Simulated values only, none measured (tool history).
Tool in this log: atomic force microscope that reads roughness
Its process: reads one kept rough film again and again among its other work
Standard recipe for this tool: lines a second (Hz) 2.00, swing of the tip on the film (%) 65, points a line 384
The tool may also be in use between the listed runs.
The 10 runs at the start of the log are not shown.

run,day,lines a second (Hz),swing of the tip on the film (%),points a line,pictures with this tip,hours of work since the height scale was calibrated,roughness of the kept film (nm (root mean square))
11,12.092,2.00,74,384,232,914,1.199
12,12.862,2.00,74,384,256,927,1.198
13,14.412,2.00,74,384,304,953,1.192
14,15.371,2.00,74,384,333,968,1.193
# day 15.533: new tip fitted
15,16.875,2.00,64,384,41,993,1.284
16,17.679,2.96,56,384,66,1006,1.286
17,18.804,1.13,65,384,101,1024,1.309
18,19.529,1.13,65,384,124,1036,1.301
19,21.083,1.13,65,384,172,1062,1.293
20,22.200,3.13,65,922,207,1080,1.222
21,23.446,3.13,68,600,245,1101,1.195
22,24.708,0.81,68,274,285,1121,1.289
23,25.758,1.63,72,686,317,1139,1.227
# day 26.492: new tip fitted
24,26.900,1.63,66,495,13,1157,1.295
25,27.579,2.83,66,575,34,1168,1.248
26,28.646,2.00,83,623,67,1186,1.166
27,29.621,2.00,83,623,97,1202,1.161
28,30.662,2.00,83,623,130,1219,1.161
29,32.279,1.31,84,825,180,1246,1.207
30,33.546,1.31,84,825,219,1266,1.203

Consider 3 possible next runs. They are alternatives, not a sequence: every one starts from the tool as it was left by run 30. What does each give?
A,34.450,0.80,74,610,247,1281,?
B,34.450,2.00,78,355,247,1281,?
C,34.450,2.21,81,900,247,1281,?

run,roughness of the kept film (nm (root mean square))
A,1.284
B,1.177
C,1.148
Take away the tool's hidden state, keep each run's random variation, and the runs would have read:
run,roughness of the kept film (nm (root mean square))
A,1.297
B,1.188
C,1.159
